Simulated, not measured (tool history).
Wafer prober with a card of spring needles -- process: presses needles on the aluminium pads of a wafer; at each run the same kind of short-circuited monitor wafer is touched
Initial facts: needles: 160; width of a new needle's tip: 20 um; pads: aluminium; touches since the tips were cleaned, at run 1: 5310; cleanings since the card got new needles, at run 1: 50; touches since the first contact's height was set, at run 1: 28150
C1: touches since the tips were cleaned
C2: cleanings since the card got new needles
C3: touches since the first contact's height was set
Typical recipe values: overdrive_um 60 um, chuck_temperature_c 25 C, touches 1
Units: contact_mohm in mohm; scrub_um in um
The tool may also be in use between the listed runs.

run 1 hour=0 | overdrive_um=60 chuck_temperature_c=25 touches=1 | C1=5310 C2=50 C3=28150 | contact_mohm=156 scrub_um=16.6
-- hour=2.6 tips cleaned on abrasive film
-- hour=13.9 tips cleaned on abrasive film
run 2 hour=20.6 | overdrive_um=69 chuck_temperature_c=25 touches=1 | C1=4425 C2=52 C3=41656 | contact_mohm=156 scrub_um=19.08
-- hour=24.1 tips cleaned on abrasive film
-- hour=36 tips cleaned on abrasive film
-- hour=47.7 tips cleaned on abrasive film
run 3 hour=48.9 | overdrive_um=60 chuck_temperature_c=33 touches=1 | C1=810 C2=55 C3=60223 | contact_mohm=159 scrub_um=16.53
-- hour=59.2 tips cleaned on abrasive film
run 4 hour=65.1 | overdrive_um=60 chuck_temperature_c=33 touches=1 | C1=3951 C2=56 C3=70869 | contact_mohm=157 scrub_um=16.59
-- hour=70.9 tips cleaned on abrasive film
-- hour=81 tips cleaned on abrasive film
-- hour=91.6 tips cleaned on abrasive film
run 5 hour=96.1 | overdrive_um=60 chuck_temperature_c=33 touches=1 | C1=2930 C2=59 C3=91159 | contact_mohm=159 scrub_um=16.51
-- hour=102 tips cleaned on abrasive film
-- hour=113.5 tips cleaned on abrasive film
run 6 hour=122.8 | overdrive_um=60 chuck_temperature_c=25 touches=1 | C1=6151 C2=61 C3=108746 | contact_mohm=160 scrub_um=16.57
-- hour=125 tips cleaned on abrasive film
-- hour=135.8 tips cleaned on abrasive film
run 7 hour=139.4 | overdrive_um=60 chuck_temperature_c=25 touches=1 | C1=2439 C2=63 C3=119614 | contact_mohm=156 scrub_um=16.54
-- hour=146.5 tips cleaned on abrasive film
-- hour=156.7 tips cleaned on abrasive film
-- hour=167.7 tips cleaned on abrasive film
run 8 hour=169.2 | overdrive_um=60 chuck_temperature_c=34 touches=1 | C1=967 C2=66 C3=139120 | contact_mohm=161 scrub_um=16.47
-- hour=178.4 tips cleaned on abrasive film
run 9 hour=188 | overdrive_um=68 chuck_temperature_c=25 touches=1 | C1=6331 C2=67 C3=151479 | contact_mohm=154 scrub_um=18.69
-- hour=189.3 tips cleaned on abrasive film
-- hour=201.4 tips cleaned on abrasive film
run 10 hour=204.3 | overdrive_um=68 chuck_temperature_c=25 touches=1 | C1=1956 C2=69 C3=162179 | contact_mohm=158 scrub_um=18.7
-- hour=211 height of the first contact set anew
-- hour=213.5 tips cleaned on abrasive film
run 11 hour=222.3 | overdrive_um=68 chuck_temperature_c=25 touches=1 | C1=5832 C2=70 C3=7449 | contact_mohm=158 scrub_um=18.71
-- hour=223.7 tips cleaned on abrasive film
-- hour=234.2 tips cleaned on abrasive film
run 12 hour=237.6 | overdrive_um=60 chuck_temperature_c=25 touches=1 | C1=2256 C2=72 C3=17402 | contact_mohm=157 scrub_um=16.44
-- hour=244.5 tips cleaned on abrasive film
-- hour=255.4 tips cleaned on abrasive film
-- hour=266.2 tips cleaned on abrasive film
run 13 hour=267.8 | overdrive_um=60 chuck_temperature_c=25 touches=1 | C1=1044 C2=75 C3=37225 | contact_mohm=158 scrub_um=16.43
-- hour=277.9 tips cleaned on abrasive film
run 14 hour=284 | overdrive_um=60 chuck_temperature_c=25 touches=1 | C1=4081 C2=76 C3=47889 | contact_mohm=157 scrub_um=16.44
-- hour=288.8 tips cleaned on abrasive film
-- hour=299.5 tips cleaned on abrasive film
-- hour=310.1 tips cleaned on abrasive film
run 15 hour=311.8 | overdrive_um=60 chuck_temperature_c=25 touches=1 | C1=1106 C2=79 C3=66091 | contact_mohm=157 scrub_um=16.43
-- hour=322.3 tips cleaned on abrasive film
-- hour=334.7 tips cleaned on abrasive film
run 16 hour=342.3 | overdrive_um=60 chuck_temperature_c=25 touches=1 | C1=5010 C2=81 C3=86113 | contact_mohm=158 scrub_um=16.45
-- hour=346.6 tips cleaned on abrasive film
-- hour=357.4 tips cleaned on abrasive film
run 17 hour=364.8 | overdrive_um=60 chuck_temperature_c=25 touches=1 | C1=4847 C2=83 C3=100883 | contact_mohm=159 scrub_um=16.37
-- hour=368.9 tips cleaned on abrasive film
-- hour=379.3 tips cleaned on abrasive film
run 18 hour=388.5 | overdrive_um=60 chuck_temperature_c=25 touches=1 | C1=6124 C2=85 C3=116478 | contact_mohm=157 scrub_um=16.38
-- hour=389.9 tips cleaned on abrasive film
-- hour=401.2 tips cleaned on abrasive film
run 19 hour=408.8 | overdrive_um=60 chuck_temperature_c=42 touches=2 | C1=5040 C2=87 C3=129780 | contact_mohm=160 scrub_um=16.38
-- hour=411.4 tips cleaned on abrasive film
-- hour=422.1 tips cleaned on abrasive film
run 20 hour=422.1 | overdrive_um=60 chuck_temperature_c=70 touches=1 | C1=0 C2=89 C3=138449 | contact_mohm=166 scrub_um=16.38
-- hour=433.8 tips cleaned on abrasive film
-- hour=444.7 tips cleaned on abrasive film
run 21 hour=444.7 | overdrive_um=60 chuck_temperature_c=70 touches=1 | C1=0 C2=91 C3=153303 | contact_mohm=167 scrub_um=16.37
-- hour=454.9 tips cleaned on abrasive film
run 22 hour=463.3 | overdrive_um=60 chuck_temperature_c=70 touches=1 | C1=5571 C2=92 C3=165521 | contact_mohm=164 scrub_um=16.36
-- hour=465.8 tips cleaned on abrasive film
-- hour=466.1 height of the first contact set anew
-- hour=476.3 tips cleaned on abrasive film
-- hour=486.4 tips cleaned on abrasive film
-- hour=490.8 gauge calibrated
run 23 hour=494.3 | overdrive_um=77 chuck_temperature_c=25 touches=1 | C1=5242 C2=95 C3=18564 | contact_mohm=154 scrub_um=21.29
-- hour=496.8 tips cleaned on abrasive film
-- hour=507.8 tips cleaned on abrasive film
run 24 hour=515.4 | overdrive_um=60 chuck_temperature_c=107 touches=1 | C1=5058 C2=97 C3=32384 | contact_mohm=173 scrub_um=16.57
-- hour=518 tips cleaned on abrasive film
-- hour=528.5 tips cleaned on abrasive film
-- hour=539.5 tips cleaned on abrasive film
run 25 hour=543.4 | overdrive_um=60 chuck_temperature_c=25 touches=1 | C1=2596 C2=100 C3=50730 | contact_mohm=156 scrub_um=16.61
-- hour=550.1 tips cleaned on abrasive film
-- hour=561.1 tips cleaned on abrasive film
-- hour=571.3 tips cleaned on abrasive film
run 26 hour=573.7 | overdrive_um=60 chuck_temperature_c=25 touches=1 | C1=1550 C2=103 C3=70572 | contact_mohm=158 scrub_um=16.53
-- hour=583.2 tips cleaned on abrasive film
-- hour=593.7 tips cleaned on abrasive film
run 27 hour=601.7 | overdrive_um=40 chuck_temperature_c=27 touches=2 | C1=5315 C2=105 C3=89014 | contact_mohm=165 scrub_um=11.02
-- hour=604.6 tips cleaned on abrasive film
-- hour=615.6 tips cleaned on abrasive film
run 28 hour=624.6 | overdrive_um=40 chuck_temperature_c=27 touches=2 | C1=5951 C2=107 C3=103994 | contact_mohm=168 scrub_um=11
-- hour=626.3 tips cleaned on abrasive film
-- hour=636.7 tips cleaned on abrasive film
-- hour=648.2 tips cleaned on abrasive film
run 29 hour=652.5 | overdrive_um=40 chuck_temperature_c=27 touches=2 | C1=2862 C2=110 C3=122321 | contact_mohm=163 scrub_um=11.01

Some steps in scrub_um, run to run, broken into two amounts with sign: the step expected even without the hidden condition (settings, incoming material, random variation), and the rest, left for the hidden condition together with whatever gauge scatter is not in both the measured and the hidden-condition-free result:
Hidden state present: debris on the tips, nm; way that the needles fall short of the set height, um; tips' diameter, um; drift of the gauge itself on contact_mohm, %; drift of the gauge itself on scrub_um, %.
Run 1 -> 2: overdrive_um 60 -> 69, tips cleaned on abrasive film, tips cleaned on abrasive film. scrub_um +2.48 um: hidden state -0.02, all else +2.5.
Run 22 -> 23: overdrive_um 60 -> 77, chuck_temperature_c 70 -> 25, tips cleaned on abrasive film, height of the first contact set anew, tips cleaned on abrasive film, tips cleaned on abrasive film, gauge calibrated. scrub_um +4.93 um: hidden state +0.24, all else +4.69.
Run 26 -> 27: overdrive_um 60 -> 40, chuck_temperature_c 25 -> 27, touches 1 -> 2, tips cleaned on abrasive film, tips cleaned on abrasive film. scrub_um -5.51 um: hidden state +0.01, all else -5.52.
